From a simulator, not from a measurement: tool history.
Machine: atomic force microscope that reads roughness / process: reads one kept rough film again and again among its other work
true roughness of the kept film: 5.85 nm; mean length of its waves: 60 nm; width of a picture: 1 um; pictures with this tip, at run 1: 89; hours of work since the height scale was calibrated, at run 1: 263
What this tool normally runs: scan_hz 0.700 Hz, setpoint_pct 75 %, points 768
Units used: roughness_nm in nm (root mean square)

| run | hour | scan_hz | setpoint_pct | points | pictures with this tip | hours of work since the height scale was calibrated | roughness_nm |
|---|---|---|---|---|---|---|---|
| 1 | 0.0 | 0.700 | 75 | 768 | 89 | 263 | 4.951 |
| 2 | 9.7 | 0.700 | 75 | 768 | 105 | 270 | 4.908 |
| 3 | 18.8 | 0.700 | 57 | 768 | 120 | 276 | 5.085 |
| 4 | 23.6 | 0.700 | 57 | 768 | 128 | 280 | 5.030 |
| 5 | 28.5 | 0.700 | 57 | 768 | 136 | 283 | 4.991 |
| 6 | 36.5 | 0.700 | 57 | 768 | 149 | 289 | 5.026 |
| 7 | 44.5 | 0.700 | 75 | 768 | 162 | 295 | 4.810 |
|  | 48.0 | new tip fitted |
| 8 | 55.0 | 0.555 | 75 | 768 | 11 | 302 | 5.284 |
| 9 | 62.2 | 0.700 | 75 | 768 | 23 | 308 | 5.228 |
| 10 | 66.9 | 0.700 | 75 | 768 | 30 | 311 | 5.188 |
| 11 | 73.8 | 0.700 | 75 | 768 | 42 | 316 | 5.145 |
| 12 | 79.6 | 0.700 | 75 | 768 | 51 | 320 | 5.136 |
| 13 | 89.4 | 0.700 | 75 | 768 | 67 | 327 | 5.049 |
| 14 | 99.7 | 0.700 | 75 | 276 | 84 | 335 | 4.997 |
| 15 | 110.3 | 0.700 | 75 | 276 | 101 | 342 | 4.952 |
| 16 | 120.3 | 0.700 | 75 | 276 | 117 | 350 | 4.960 |
| 17 | 125.8 | 0.700 | 75 | 276 | 126 | 354 | 4.912 |
| 18 | 135.5 | 0.700 | 75 | 768 | 142 | 361 | 4.908 |
| 19 | 145.3 | 1.188 | 75 | 768 | 158 | 368 | 4.695 |
|  | 150.9 | new tip fitted |
| 20 | 156.2 | 1.188 | 75 | 768 | 9 | 375 | 5.136 |
| 21 | 165.1 | 1.188 | 75 | 768 | 23 | 382 | 5.076 |
| 22 | 172.8 | 1.188 | 75 | 768 | 36 | 387 | 5.032 |
| 23 | 183.4 | 0.700 | 75 | 768 | 53 | 395 | 5.142 |
| 24 | 188.9 | 0.585 | 75 | 768 | 62 | 399 | 5.145 |
| 25 | 193.6 | 0.585 | 75 | 768 | 70 | 402 | 5.111 |
| 26 | 198.5 | 0.585 | 75 | 768 | 78 | 406 | 5.075 |
| 27 | 205.2 | 0.585 | 75 | 768 | 89 | 411 | 5.062 |
| 28 | 212.8 | 0.585 | 75 | 768 | 101 | 416 | 5.036 |
| 29 | 223.5 | 0.700 | 63 | 328 | 119 | 424 | 5.069 |
| 30 | 233.8 | 3.976 | 75 | 880 | 136 | 431 | 4.109 |
| 31 | 243.7 | 1.270 | 57 | 339 | 152 | 439 | 4.971 |
| 32 | 249.3 | 0.700 | 75 | 491 | 161 | 443 | 4.831 |
|  | 253.0 | new tip fitted |
| 33 | 258.2 | 3.504 | 63 | 906 | 8 | 449 | 4.953 |
| 34 | 265.2 | 3.504 | 63 | 906 | 20 | 454 | 4.933 |
| 35 | 270.7 | 3.504 | 63 | 906 | 29 | 458 | 4.900 |
| 36 | 278.0 | 0.700 | 61 | 401 | 41 | 463 | 5.313 |
| 37 | 282.5 | 0.700 | 61 | 401 | 48 | 466 | 5.303 |
| 38 | 293.4 | 0.700 | 61 | 401 | 66 | 474 | 5.218 |
| 39 | 298.9 | 0.700 | 61 | 349 | 75 | 478 | 5.210 |
| 40 | 309.2 | 0.700 | 61 | 349 | 92 | 486 | 5.158 |
| 41 | 317.0 | 0.661 | 75 | 477 | 104 | 491 | 5.007 |
| 42 | 325.9 | 0.663 | 75 | 719 | 119 | 498 | 4.933 |
| 43 | 331.8 | 0.663 | 75 | 719 | 128 | 502 | 4.928 |
| 44 | 336.4 | 0.663 | 75 | 719 | 136 | 505 | 4.927 |
| 45 | 343.4 | 0.663 | 75 | 719 | 147 | 510 | 4.927 |
| 46 | 349.7 | 0.663 | 61 | 601 | 158 | 515 | 5.012 |
|  | 355.7 | new tip fitted |
| 47 | 355.7 | 0.548 | 75 | 354 | 0 | 519 | 5.354 |
| 48 | 360.5 | 0.700 | 64 | 931 | 8 | 523 | 5.378 |
| 49 | 366.0 | 0.839 | 88 | 808 | 17 | 526 | 4.985 |
| 50 | 372.4 | 0.706 | 87 | 768 | 28 | 531 | 5.024 |
| 51 | 379.0 | 0.700 | 75 | 334 | 38 | 536 | 5.180 |
| 52 | 385.6 | 0.700 | 75 | 334 | 49 | 541 | 5.164 |
| 53 | 391.6 | 1.774 | 87 | 461 | 59 | 545 | 4.451 |

For each entry between runs, how does the tool's hidden state at the last listed run before it compare with that at the first listed run after it?
From run 7 to run 8: new tip fitted (hour 48.0)
  radius of the tip, nm: 26.4 -> 11.4; height scale over the true one, %: 0.51 -> 0.52
  measured result minus the result with no hidden state, roughness_nm: -0.449 -> -0.015 nm (root mean square)
From run 19 to run 20: new tip fitted (hour 150.9)
  radius of the tip, nm: 25.7 -> 11.2; height scale over the true one, %: 0.65 -> 0.67
  measured result minus the result with no hidden state, roughness_nm: -0.409 -> -0.003 nm (root mean square)
From run 32 to run 33: new tip fitted (hour 253.0)
  radius of the tip, nm: 25.8 -> 10.8; height scale over the true one, %: 0.81 -> 0.83
  measured result minus the result with no hidden state, roughness_nm: -0.417 -> +0.016 nm (root mean square)
From run 46 to run 47: new tip fitted (hour 355.7)
  radius of the tip, nm: 25.3 -> 10.3; height scale over the true one, %: 0.96 -> 0.97
  measured result minus the result with no hidden state, roughness_nm: -0.410 -> +0.043 nm (root mean square)
